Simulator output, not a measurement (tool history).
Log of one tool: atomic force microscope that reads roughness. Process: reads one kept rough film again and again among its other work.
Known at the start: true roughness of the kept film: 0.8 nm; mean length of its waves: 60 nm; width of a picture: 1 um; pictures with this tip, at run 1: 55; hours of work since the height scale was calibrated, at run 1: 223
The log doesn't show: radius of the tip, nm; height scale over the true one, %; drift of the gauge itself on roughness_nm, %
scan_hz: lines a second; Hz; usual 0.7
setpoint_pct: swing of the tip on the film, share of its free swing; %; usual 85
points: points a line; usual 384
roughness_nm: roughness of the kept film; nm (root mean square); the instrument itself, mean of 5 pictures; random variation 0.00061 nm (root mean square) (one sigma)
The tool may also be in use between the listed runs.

run,day,scan_hz,setpoint_pct,points,pictures with this tip,hours of work since the height scale was calibrated,roughness_nm
1,0,0.7,85,384,55,223,0.7519
2,0.358,0.7,85,384,62,227,0.752
3,0.538,0.7,85,384,66,230,0.7513
4,0.742,1.085,85,384,70,233,0.73
5,0.946,1.085,85,384,75,235,0.7299
6,1.233,1.085,85,384,81,239,0.7286
7,1.621,1.085,57,384,89,244,0.7786
8,2.038,3.191,60,384,98,250,0.7447
9,2.467,3.191,60,384,107,256,0.7437
10,2.75,0.997,72,824,113,259,0.7597
11,3.15,1.73,85,303,121,265,0.6954
12,3.571,3.256,90,384,130,270,0.5979

4 ways to go on from here, each from the tool as it stands after run 12. What would each give?
A,3.992,1.312,58,384,139,276,?
B,3.992,3.256,90,676,139,276,?
C,3.992,1.947,85,290,139,276,?
D,3.992,0.805,85,384,139,276,?

run,roughness_nm
A,0.7719
B,0.598
C,0.6834
D,0.7425
Without the tool's hidden state the same runs would have given:
run,roughness_nm
A,0.7762
B,0.6014
C,0.6872
D,0.7466
